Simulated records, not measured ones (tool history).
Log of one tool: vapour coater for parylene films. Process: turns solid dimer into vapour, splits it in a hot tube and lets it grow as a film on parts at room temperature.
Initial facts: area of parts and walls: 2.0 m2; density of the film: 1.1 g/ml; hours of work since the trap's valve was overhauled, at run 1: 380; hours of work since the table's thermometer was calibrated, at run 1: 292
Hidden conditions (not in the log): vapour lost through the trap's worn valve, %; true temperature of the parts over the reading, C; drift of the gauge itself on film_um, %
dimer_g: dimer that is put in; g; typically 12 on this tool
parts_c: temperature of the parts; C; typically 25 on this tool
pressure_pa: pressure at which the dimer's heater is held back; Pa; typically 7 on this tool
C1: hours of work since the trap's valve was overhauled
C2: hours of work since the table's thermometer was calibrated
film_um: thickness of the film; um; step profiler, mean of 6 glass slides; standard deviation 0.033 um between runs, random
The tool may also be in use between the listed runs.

Run 1, hour 0: usual settings; C1 380; C2 292. Result: film_um 2.97 um.
Run 2, hour 8.7: usual settings; C1 383; C2 296. Result: film_um 3.02 um.
Run 3, hour 23.8: usual settings but pressure_pa 3.8 Pa; C1 390; C2 302. Result: film_um 3.11 um.
Run 4, hour 33.9: usual settings but dimer_g 21 g; C1 394; C2 306. Result: film_um 5.24 um.
At hour 43.4: trap's valve overhauled.
Run 5, hour 45.2: usual settings; C1 1; C2 309. Result: film_um 2.78 um.
Run 6, hour 53.2: usual settings but pressure_pa 5.44 Pa; C1 4; C2 313. Result: film_um 2.86 um.
Run 7, hour 68.4: usual settings but parts_c 30 C, pressure_pa 2.51 Pa; C1 11; C2 319. Result: film_um 2.54 um.
Run 8, hour 79.2: usual settings but parts_c 30 C, pressure_pa 2.51 Pa; C1 15; C2 324. Result: film_um 2.48 um.
Run 9, hour 87.5: usual settings but parts_c 30 C, pressure_pa 2.51 Pa; C1 19; C2 328. Result: film_um 2.53 um.
Run 10, hour 102.1: usual settings but dimer_g 19 g, parts_c 18 C, pressure_pa 3.3 Pa; C1 25; C2 334. Result: film_um 6.15 um.
Run 11, hour 110.2: usual settings but dimer_g 19 g, parts_c 18 C, pressure_pa 3.3 Pa; C1 29; C2 337. Result: film_um 6.12 um.
At hour 125.8: trap's valve overhauled, once more.
Run 12, hour 125.8: usual settings but dimer_g 19 g, parts_c 18 C, pressure_pa 3.3 Pa; C1 0; C2 342. Result: film_um 6.92 um.

Hidden state or all else? Some run-to-run changes of film_um, split into what the settings, what came in and random variation would give without the hidden state, and what is left for the hidden state (with any gauge scatter that isn't in both results):
Run 9 -> 10: dimer_g 12 -> 19, parts_c 30 -> 18, pressure_pa 2.51 -> 3.3. film_um +3.62 um: hidden state -0.49, all else +4.11.
Run 11 -> 12: trap's valve overhauled, once more. film_um +0.8 um: hidden state +0.76, all else +0.04.

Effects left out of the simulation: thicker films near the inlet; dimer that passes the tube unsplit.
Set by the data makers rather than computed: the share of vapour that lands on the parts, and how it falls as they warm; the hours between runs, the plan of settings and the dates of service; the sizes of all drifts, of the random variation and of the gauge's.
